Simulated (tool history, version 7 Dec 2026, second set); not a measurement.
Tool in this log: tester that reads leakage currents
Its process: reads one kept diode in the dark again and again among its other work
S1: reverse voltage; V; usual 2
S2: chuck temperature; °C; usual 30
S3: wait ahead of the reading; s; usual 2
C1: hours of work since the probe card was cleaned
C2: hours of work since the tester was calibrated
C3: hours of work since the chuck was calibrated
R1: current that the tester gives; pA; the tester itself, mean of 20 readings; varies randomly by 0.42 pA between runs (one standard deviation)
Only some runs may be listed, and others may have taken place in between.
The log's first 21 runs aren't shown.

{"run": 22, "day": 133.588, "S1": 3.04, "S2": 31, "S3": 2.74, "C1": 1491, "C2": 2711, "C3": 138, "R1": 177.97}
{"run": 23, "day": 138.717, "S1": 1.49, "S2": 30, "S3": 2, "C1": 1582, "C2": 2802, "C3": 228, "R1": 114.85}
{"run": 24, "day": 142.496, "S1": 1.49, "S2": 30, "S3": 2, "C1": 1648, "C2": 2868, "C3": 295, "R1": 113.18}
{"run": 25, "day": 148.925, "S1": 1.49, "S2": 30, "S3": 2, "C1": 1762, "C2": 2982, "C3": 408, "R1": 111.38}
{"run": 26, "day": 153.154, "S1": 1.49, "S2": 30, "S3": 2, "C1": 1836, "C2": 3056, "C3": 483, "R1": 109.58}
{"run": 27, "day": 160.138, "S1": 4.89, "S2": 56, "S3": 4.02, "C1": 1960, "C2": 3179, "C3": 606, "R1": 1175.25}
{"day": 162.212, "done": "chuck's temperature calibrated"}
{"run": 28, "day": 167.808, "S1": 15.69, "S2": 24, "S3": 5.39, "C1": 2093, "C2": 3313, "C3": 99, "R1": 238.09}
{"run": 29, "day": 175.308, "S1": 2.3, "S2": 30, "S3": 2, "C1": 2226, "C2": 3445, "C3": 231, "R1": 144.58}
{"run": 30, "day": 183.258, "S1": 2.3, "S2": 30, "S3": 2, "C1": 2366, "C2": 3586, "C3": 371, "R1": 141.33}
{"run": 31, "day": 189.392, "S1": 2.87, "S2": 49, "S3": 1.84, "C1": 2474, "C2": 3694, "C3": 479, "R1": 594.04}
{"run": 32, "day": 194.046, "S1": 2.87, "S2": 49, "S3": 1.84, "C1": 2556, "C2": 3776, "C3": 561, "R1": 587.66}
{"run": 33, "day": 198.508, "S1": 4.03, "S2": 48, "S3": 1.84, "C1": 2635, "C2": 3854, "C3": 640, "R1": 641.88}
{"day": 199.354, "done": "chuck's temperature calibrated"}
{"run": 34, "day": 204.783, "S1": 4.03, "S2": 23, "S3": 0.64, "C1": 2744, "C2": 3964, "C3": 96, "R1": 113.37}
{"run": 35, "day": 208.221, "S1": 2, "S2": 49, "S3": 0.47, "C1": 2804, "C2": 4024, "C3": 156, "R1": 522.02}
{"run": 36, "day": 215.054, "S1": 9.49, "S2": 30, "S3": 0.53, "C1": 2925, "C2": 4145, "C3": 277, "R1": 285.37}
{"run": 37, "day": 222.017, "S1": 9.49, "S2": 30, "S3": 0.53, "C1": 3048, "C2": 4267, "C3": 400, "R1": 280.11}
{"run": 38, "day": 226.083, "S1": 16.98, "S2": 41, "S3": 3.11, "C1": 3119, "C2": 4339, "C3": 471, "R1": 812.31}

Alternative continuations, all from the tool just after run 38; predict every row:
{"run": "A", "day": 233.929, "S1": 7.92, "S2": 48, "S3": 2.55, "C1": 3258, "C2": 4478, "C3": 610, "R1": "?"}
{"run": "B", "day": 233.929, "S1": 2, "S2": 43, "S3": 0.37, "C1": 3258, "C2": 4478, "C3": 610, "R1": "?"}
{"run": "C", "day": 233.929, "S1": 16.98, "S2": 41, "S3": 3.39, "C1": 3258, "C2": 4478, "C3": 610, "R1": "?"}
{"run": "D", "day": 233.929, "S1": 2.74, "S2": 41, "S3": 3.11, "C1": 3258, "C2": 4478, "C3": 610, "R1": "?"}

run=A R1=886.1
run=B R1=322.67
run=C R1=790.07
run=D R1=326.79
Had the tool no hidden state, the same runs would have come out as:
run=A R1=985.19
run=B R1=359.98
run=C R1=879.71
run=D R1=365
